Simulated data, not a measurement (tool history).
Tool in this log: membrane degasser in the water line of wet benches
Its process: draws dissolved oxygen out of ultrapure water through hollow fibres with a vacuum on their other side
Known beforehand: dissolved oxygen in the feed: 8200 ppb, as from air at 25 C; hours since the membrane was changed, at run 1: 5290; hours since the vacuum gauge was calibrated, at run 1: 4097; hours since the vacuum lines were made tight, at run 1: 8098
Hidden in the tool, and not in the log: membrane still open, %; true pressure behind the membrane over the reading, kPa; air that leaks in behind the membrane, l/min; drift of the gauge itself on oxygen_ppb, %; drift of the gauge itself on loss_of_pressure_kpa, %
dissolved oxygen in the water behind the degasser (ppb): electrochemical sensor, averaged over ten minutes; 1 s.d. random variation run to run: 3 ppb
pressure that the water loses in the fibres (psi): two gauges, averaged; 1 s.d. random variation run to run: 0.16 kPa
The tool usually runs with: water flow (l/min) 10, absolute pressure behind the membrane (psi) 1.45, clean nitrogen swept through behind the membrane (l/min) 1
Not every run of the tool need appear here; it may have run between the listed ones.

run,hour,water flow (l/min),absolute pressure behind the membrane (psi),clean nitrogen swept through behind the membrane (l/min),hours since the membrane was changed,hours since the vacuum gauge was calibrated,hours since the vacuum lines were made tight,dissolved oxygen in the water behind the degasser (ppb),pressure that the water loses in the fibres (psi)
1,0,10,1.45,1,5290,4097,8098,330.6,4.577
2,132.3,10,1.45,1,5422,4229,8230,332.6,4.612
3,294.9,10,1.45,1,5585,4392,8392,334.5,4.603
# hour 413.6: seals of the vacuum lines changed
4,415.7,10,2.49,1,5703,4511,2,471.6,4.608
5,510.8,10,2.49,1,5798,4606,97,476.5,4.574
6,622.4,10,2.49,1,5910,4717,209,477.7,4.576
7,723,10,2.49,1,6011,4818,309,489.4,4.537
8,862.6,15,1.45,1,6150,4957,449,596.2,6.924
9,1022.4,10,1.45,1.36,6310,5117,609,284.9,4.615
# hour 1093.7: vacuum gauge calibrated
10,1132.8,10,1.45,1.36,6420,39,719,286.2,4.614
11,1212.6,10,1.45,1.36,6500,119,799,291.6,4.64
12,1301.5,16,1.45,1,6589,208,887,647.2,7.339
13,1471.9,7,1.31,0.97,6759,378,1058,169.7,3.23
14,1565.4,8,3.05,1.56,6853,472,1151,319.4,3.697
15,1722.7,10,1.15,1.3,7010,629,1309,261.3,4.648
16,1831.3,10,1.15,1.3,7118,738,1417,263,4.653
17,1956.3,12,2.54,1.3,7243,863,1542,548.9,5.555
18,2126.6,7,0.97,1.3,7414,1033,1713,120.9,3.242
19,2198.3,13,1.45,1,7485,1105,1784,490.8,6.031

Alternative continuations, all from the tool just after run 19; predict every row:
A,2272.5,16,3.06,0.98,7560,1179,1858,?,?
B,2272.5,6,0.9,0.53,7560,1179,1858,?,?
C,2272.5,11,3.16,0.87,7560,1179,1858,?,?
D,2272.5,8,1.54,0.42,7560,1179,1858,?,?
E,2272.5,9,1.41,0.76,7560,1179,1858,?,?

run,dissolved oxygen in the water behind the degasser (ppb),pressure that the water loses in the fibres (psi)
A,1029,7.404
B,128.5,2.764
C,723.4,5.056
D,407.3,3.714
E,315.1,4.118
Take away the tool's hidden state, keep each run's random variation, and the runs would have read:
run,dissolved oxygen in the water behind the degasser (ppb),pressure that the water loses in the fibres (psi)
A,979.7,7.101
B,118.3,2.65
C,690.1,4.849
D,388.2,3.564
E,291.8,3.949
